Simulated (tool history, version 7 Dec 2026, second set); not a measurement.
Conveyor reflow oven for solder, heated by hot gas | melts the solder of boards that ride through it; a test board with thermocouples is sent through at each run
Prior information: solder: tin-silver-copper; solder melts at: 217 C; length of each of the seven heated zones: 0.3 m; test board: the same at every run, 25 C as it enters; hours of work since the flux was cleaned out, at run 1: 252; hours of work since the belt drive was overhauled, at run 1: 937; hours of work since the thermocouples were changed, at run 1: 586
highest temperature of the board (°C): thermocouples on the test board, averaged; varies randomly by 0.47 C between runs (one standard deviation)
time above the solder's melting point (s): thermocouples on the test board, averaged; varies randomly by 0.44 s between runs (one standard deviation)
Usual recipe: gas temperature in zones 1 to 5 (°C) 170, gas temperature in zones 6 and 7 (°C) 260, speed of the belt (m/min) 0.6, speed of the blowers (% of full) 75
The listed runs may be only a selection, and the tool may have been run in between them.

run	hour	gas temperature in zones 1 to 5 (°C)	gas temperature in zones 6 and 7 (°C)	speed of the belt (m/min)	speed of the blowers (% of full)	hours of work since the flux was cleaned out	hours of work since the belt drive was overhauled	hours of work since the thermocouples were changed	highest temperature of the board (°C)	time above the solder's melting point (s)
1	0	170	260	0.6	75	252	937	586	244.2	39.9
2	24.3	170	260	0.6	75	263	948	598	243.9	40.6
3	56.3	170	260	0.6	75	279	964	613	243.1	39.4
4	81.4	170	260	0.6	75	291	976	625	243.8	39.9
5	117.2	170	260	0.6	75	308	993	642	243.3	39.2
# hour 131.8: flux residue cleaned out of gas plates and filters
6	169.5	170	260	0.6	75	18	1015	665	245.9	42.5
7	226.3	158	260	0.6	75	45	1043	692	243.9	37.2
8	263.8	158	260	0.6	75	63	1061	710	244.5	36.7
9	316.9	158	260	0.6	75	89	1086	736	243.1	36.5
10	369	158	260	0.6	75	114	1111	761	243.7	36.8
11	406.9	158	260	0.6	75	132	1129	779	242.1	37.3
12	454.6	158	260	0.6	75	155	1152	802	241.9	37.2
13	496.1	170	260	0.48	75	175	1172	822	250.7	58.4
14	524.5	170	260	0.48	75	188	1186	835	249.9	57.5
15	580.7	170	272	0.48	80	215	1212	862	261.5	64.4
16	626	176	259	0.547	79	237	1234	884	247.1	49.9
17	672.4	176	259	0.547	79	259	1256	906	246.9	49
18	700.6	173	259	0.547	79	273	1270	920	246.2	47
19	750.1	169	259	0.547	81	296	1294	943	245.7	46.3
# hour 788.1: flux residue cleaned out of gas plates and filters
20	802	169	259	0.547	81	7	1316	966	247.5	48.4
# hour 817.4: thermocouples of zones 6 and 7 changed
21	850.2	183	252	0.629	68	29	1338	16	239.6	39.9
22	899.7	172	266	0.612	67	53	1362	39	250.8	44.2
23	956.2	172	266	0.612	67	80	1389	67	250.2	45.5
24	1000.4	181	266	0.71	89	101	1410	88	250.2	40.8
25	1052	173	250	0.6	56	126	1435	112	234.9	33
26	1090.7	173	250	0.6	56	144	1454	131	234.7	32.8
27	1132.7	173	250	0.6	56	164	1474	151	234.7	32.4

Here are 4 independent what-if runs from the current tool condition. What would each one return?
A	1160	176	268	0.6	66	177	1487	164	?	?
B	1160	181	260	0.6	75	177	1487	164	?	?
C	1160	170	256	0.641	73	177	1487	164	?	?
D	1160	185	268	0.585	75	177	1487	164	?	?

run	highest temperature of the board (°C)	time above the solder's melting point (s)
A	252.3	47.6
B	247.4	47.4
C	240	34.7
D	256.5	53.2
With no hidden state in the tool, these same runs would have given:
run	highest temperature of the board (°C)	time above the solder's melting point (s)
A	252.8	45.9
B	248	45.8
C	240.7	33.8
D	257.1	51.3
